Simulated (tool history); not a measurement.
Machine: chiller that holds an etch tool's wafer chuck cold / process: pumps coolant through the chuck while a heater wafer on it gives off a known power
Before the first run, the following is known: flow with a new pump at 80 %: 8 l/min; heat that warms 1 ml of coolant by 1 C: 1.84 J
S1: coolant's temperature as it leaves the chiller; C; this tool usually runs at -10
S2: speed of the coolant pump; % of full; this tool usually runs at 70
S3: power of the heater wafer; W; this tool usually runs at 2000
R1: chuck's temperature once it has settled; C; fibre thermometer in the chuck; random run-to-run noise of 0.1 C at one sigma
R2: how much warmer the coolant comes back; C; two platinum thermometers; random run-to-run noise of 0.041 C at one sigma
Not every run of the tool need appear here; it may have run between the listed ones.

{"run": 1, "day": 0.0, "S1": -10, "S2": 70, "S3": 2000, "R1": 11.4, "R2": 9.42}
{"run": 2, "day": 2.342, "S1": -10, "S2": 77, "S3": 2000, "R1": 9.8, "R2": 8.54}
{"run": 3, "day": 4.812, "S1": -10, "S2": 67, "S3": 2000, "R1": 12.3, "R2": 9.73}
{"run": 4, "day": 8.833, "S1": -10, "S2": 70, "S3": 2000, "R1": 11.4, "R2": 9.32}
{"run": 5, "day": 11.892, "S1": -10, "S2": 70, "S3": 2000, "R1": 11.3, "R2": 9.34}
{"run": 6, "day": 16.392, "S1": -10, "S2": 70, "S3": 2000, "R1": 11.5, "R2": 9.32}
{"run": 7, "day": 19.404, "S1": -10, "S2": 70, "S3": 2000, "R1": 11.2, "R2": 9.3}
{"run": 8, "day": 21.617, "S1": -10, "S2": 85, "S3": 2000, "R1": 8.3, "R2": 7.57}
{"run": 9, "day": 24.021, "S1": -10, "S2": 85, "S3": 2000, "R1": 8.1, "R2": 7.57}
{"run": 10, "day": 27.546, "S1": -10, "S2": 85, "S3": 2000, "R1": 8.2, "R2": 7.55}
{"run": 11, "day": 29.612, "S1": -10, "S2": 85, "S3": 2000, "R1": 8.2, "R2": 7.56}
{"run": 12, "day": 32.683, "S1": -10, "S2": 70, "S3": 2000, "R1": 11.5, "R2": 9.28}
{"run": 13, "day": 36.825, "S1": -10, "S2": 70, "S3": 2000, "R1": 11.6, "R2": 9.24}
{"run": 14, "day": 40.808, "S1": -10, "S2": 70, "S3": 2000, "R1": 11.5, "R2": 9.26}
{"day": 41.321, "done": "coolant pump overhauled"}
{"run": 15, "day": 44.425, "S1": -10, "S2": 70, "S3": 2000, "R1": 11.5, "R2": 9.24}
{"run": 16, "day": 48.446, "S1": -10, "S2": 70, "S3": 2000, "R1": 11.3, "R2": 9.19}
{"run": 17, "day": 50.504, "S1": -10, "S2": 70, "S3": 2000, "R1": 11.4, "R2": 9.18}
{"run": 18, "day": 52.846, "S1": -10, "S2": 70, "S3": 2000, "R1": 11.5, "R2": 9.15}
{"run": 19, "day": 56.608, "S1": -10, "S2": 70, "S3": 2000, "R1": 11.3, "R2": 9.16}
{"run": 20, "day": 59.471, "S1": -10, "S2": 100, "S3": 2000, "R1": 5.8, "R2": 6.21}
{"day": 62.567, "done": "chiller's thermometer calibrated"}
{"run": 21, "day": 63.275, "S1": -2, "S2": 100, "S3": 1397, "R1": 9.0, "R2": 4.3}
{"run": 22, "day": 66.633, "S1": -2, "S2": 62, "S3": 1397, "R1": 14.5, "R2": 7.18}
{"run": 23, "day": 69.029, "S1": -9, "S2": 87, "S3": 1696, "R1": 6.1, "R2": 5.98}
{"run": 24, "day": 72.058, "S1": -8, "S2": 68, "S3": 2453, "R1": 18.7, "R2": 11.58}
{"run": 25, "day": 76.442, "S1": -8, "S2": 68, "S3": 2453, "R1": 19.1, "R2": 11.6}
{"run": 26, "day": 79.954, "S1": -8, "S2": 68, "S3": 2453, "R1": 19.0, "R2": 11.6}
{"run": 27, "day": 83.254, "S1": -13, "S2": 68, "S3": 2428, "R1": 13.7, "R2": 11.45}
{"run": 28, "day": 85.588, "S1": -8, "S2": 69, "S3": 1586, "R1": 9.2, "R2": 7.19}
{"run": 29, "day": 87.692, "S1": -10, "S2": 85, "S3": 1317, "R1": 2.1, "R2": 4.66}
{"run": 30, "day": 90.467, "S1": -10, "S2": 85, "S3": 1317, "R1": 2.1, "R2": 4.68}
{"run": 31, "day": 93.883, "S1": -4, "S2": 70, "S3": 1192, "R1": 8.8, "R2": 5.28}
{"run": 32, "day": 96.075, "S1": -4, "S2": 70, "S3": 1192, "R1": 8.7, "R2": 5.19}

Forecast each of these 3 alternatives for the next run:
{"run": "A", "day": 98.417, "S1": -5, "S2": 99, "S3": 2762, "R1": "?", "R2": "?"}
{"run": "B", "day": 98.417, "S1": 0, "S2": 70, "S3": 1192, "R1": "?", "R2": "?"}
{"run": "C", "day": 98.417, "S1": -4, "S2": 89, "S3": 1192, "R1": "?", "R2": "?"}

run=A R1=17.2 R2=8.62
run=B R1=12.7 R2=5.18
run=C R1=6.4 R2=3.94
Take away the tool's hidden state, keep each run's random variation, and the runs would have read:
run=A R1=17.2 R2=9.02
run=B R1=12.7 R2=5.59
run=C R1=6.4 R2=4.35
